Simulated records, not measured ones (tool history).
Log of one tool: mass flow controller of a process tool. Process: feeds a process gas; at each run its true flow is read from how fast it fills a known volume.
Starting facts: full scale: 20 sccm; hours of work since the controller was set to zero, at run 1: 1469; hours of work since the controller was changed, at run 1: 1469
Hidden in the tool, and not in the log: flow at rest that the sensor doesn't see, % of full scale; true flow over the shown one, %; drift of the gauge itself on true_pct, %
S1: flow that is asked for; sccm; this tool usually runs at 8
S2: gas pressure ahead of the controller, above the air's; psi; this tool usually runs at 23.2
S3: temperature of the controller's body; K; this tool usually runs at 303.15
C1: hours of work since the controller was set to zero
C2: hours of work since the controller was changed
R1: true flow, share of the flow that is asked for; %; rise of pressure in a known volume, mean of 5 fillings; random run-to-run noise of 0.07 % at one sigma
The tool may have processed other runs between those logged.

run,hour,S1,S2,S3,C1,C2,R1
1,0.0,8,23.2,303.15,1469,1469,98.16
2,227.7,8,23.2,307.15,1620,1620,97.97
3,461.4,8,23.2,307.15,1776,1776,97.99
4,578.5,8,23.2,307.15,1853,1853,98.02
5,824.5,8,23.2,307.15,2017,2017,98.07
6,1018.0,8,23.2,303.15,2146,2146,98.42
7,1162.1,14,23.2,303.15,2241,2241,99.17
8,1301.5,14,23.2,303.15,2334,2334,99.16
9,1429.7,14,23.2,303.15,2419,2419,99.26
10,1669.0,14,23.2,303.15,2578,2578,99.41
11,1919.7,14,23.2,303.15,2745,2745,99.46
12,2115.7,14,23.2,303.15,2875,2875,99.47
13,2234.7,14,30.0,300.15,2954,2954,99.94
14,2412.6,2,24.8,299.15,3072,3072,101.63
15,2661.3,2,30.6,295.15,3238,3238,102.51
16,2785.2,2,30.0,312.15,3320,3320,101.01
17,2939.6,2,20.7,312.15,3423,3423,100.78

Pick out some run-to-run changes in R1. Of each, how much would a tool without hidden state show as well, from the settings, what came in and chance, and how much is left for the hidden state and any gauge scatter not in both results compared?
Run 13 -> 14: S1 14 -> 2, S2 30.0 -> 24.8, S3 300.15 -> 299.15. R1 +1.69 %: hidden state +3.55, all else -1.86.

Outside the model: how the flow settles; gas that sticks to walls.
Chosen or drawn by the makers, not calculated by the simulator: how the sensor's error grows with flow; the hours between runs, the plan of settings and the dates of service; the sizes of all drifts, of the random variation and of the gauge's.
